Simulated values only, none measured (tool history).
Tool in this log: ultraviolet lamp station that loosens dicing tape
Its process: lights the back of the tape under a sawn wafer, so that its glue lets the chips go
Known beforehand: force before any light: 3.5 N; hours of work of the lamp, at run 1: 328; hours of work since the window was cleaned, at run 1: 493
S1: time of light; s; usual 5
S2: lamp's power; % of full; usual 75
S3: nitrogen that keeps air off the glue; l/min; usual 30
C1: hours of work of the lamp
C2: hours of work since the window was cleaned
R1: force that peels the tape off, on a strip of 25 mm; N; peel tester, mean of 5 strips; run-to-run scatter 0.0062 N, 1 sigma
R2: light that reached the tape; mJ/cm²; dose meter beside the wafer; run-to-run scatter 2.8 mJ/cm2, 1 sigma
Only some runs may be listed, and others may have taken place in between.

run    day  S1  S2  S3   C1   C2     R1   R2
  1  0.000   5  75  30  328  493  0.289  317
     0.417  -- window cleaned of glue's vapour
  2  0.754   5  75  30  335    3  0.315  298
  3  1.283   5  75  32  341    9  0.310  301
  4  1.838   6  75  30  347   15  0.235  361
  5  2.525   6  75  30  354   22  0.227  357
  6  3.000   6  75  30  358   26  0.225  354
  7  3.562   6  75  30  364   32  0.228  356
     4.325  -- window cleaned of glue's vapour, once more
  8  4.442   6  75  13  373    1  0.279  425
  9  4.904   5  82  30  378    6  0.193  385
 10  5.842   5  82  30  387   15  0.194  381
 11  6.367   5  82  30  393   21  0.199  387
 12  7.333   5  89  14  402   31  0.287  410
 13  8.012   5  89  14  409   38  0.300  408
 14  8.979   2  75  30  419   48  1.078  138
 15  9.921   4  78  30  429   57  0.369  282

The next listed run, before its measurement:
 16  10.392   5  70  30  434  62   ?   ?

R1: 0.291 N
R2: 319 mJ/cm²
Take away the tool's hidden state, keep the run-to-run variation as it was, and the same run would have given R1 0.215 N, R2 374 mJ/cm².
